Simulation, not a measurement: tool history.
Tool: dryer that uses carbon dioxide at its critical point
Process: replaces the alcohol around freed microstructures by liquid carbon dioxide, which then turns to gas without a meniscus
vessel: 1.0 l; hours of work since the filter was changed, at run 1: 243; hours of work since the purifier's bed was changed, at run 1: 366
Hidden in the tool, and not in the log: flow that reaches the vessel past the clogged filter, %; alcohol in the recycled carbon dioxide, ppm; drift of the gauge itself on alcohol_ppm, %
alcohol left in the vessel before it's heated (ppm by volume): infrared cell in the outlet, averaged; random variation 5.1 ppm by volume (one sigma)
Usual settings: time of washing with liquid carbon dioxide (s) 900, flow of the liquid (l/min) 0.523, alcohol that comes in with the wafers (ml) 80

run    day  time of washing with liquid carbon dioxide (s)  flow of the liquid (l/min)  alcohol that comes in with the wafers (ml)  hours of work since the filter was changed  hours of work since the purifier's bed was changed  alcohol left in the vessel before it's heated (ppm by volume)
  1  0.000                                             900                       0.523                                          80                                         243                                                 366                                                            204
  2  0.492                                             900                       0.523                                          80                                         252                                                 375                                                            212
  3  0.912                                             900                       0.523                                          80                                         259                                                 382                                                            208
  4  1.533                                             900                       0.523                                          80                                         270                                                 393                                                            210
  5  2.283                                             900                       0.626                                          80                                         283                                                 406                                                            159
  6  2.692                                             900                       0.523                                          80                                         291                                                 414                                                            225
  7  3.583                                             900                       0.523                                          30                                         307                                                 430                                                            179
     4.058  -- inlet filter changed
  8  4.208                                             900                       0.523                                          30                                           3                                                 440                                                            156
  9  4.742                                             660                       0.523                                          30                                          12                                                 449                                                            288
 10  5.379                                             780                       0.523                                          30                                          24                                                 461                                                            211
 11  6.142                                             900                       0.523                                          34                                          37                                                 474                                                            174
 12  6.750                                             540                       0.872                                          33                                          48                                                 485                                                            184
 13  7.217                                             600                       0.651                                          33                                          56                                                 493                                                            248
 14  8.029                                             600                       0.651                                         106                                          71                                                 508                                                            458
 15  8.867                                             600                       0.887                                          59                                          86                                                 523                                                            197
 16  9.696                                             600                       0.887                                          59                                         100                                                 538                                                            206

The next listed run, before its measurement:
 17  10.154                                             720                       0.338                                          40                                         108                                                 546                                                              ?

Run 17 gave alcohol left in the vessel before it's heated (ppm by volume) 1130.
Without the tool's hidden state the same run would have given alcohol left in the vessel before it's heated (ppm by volume) 841.
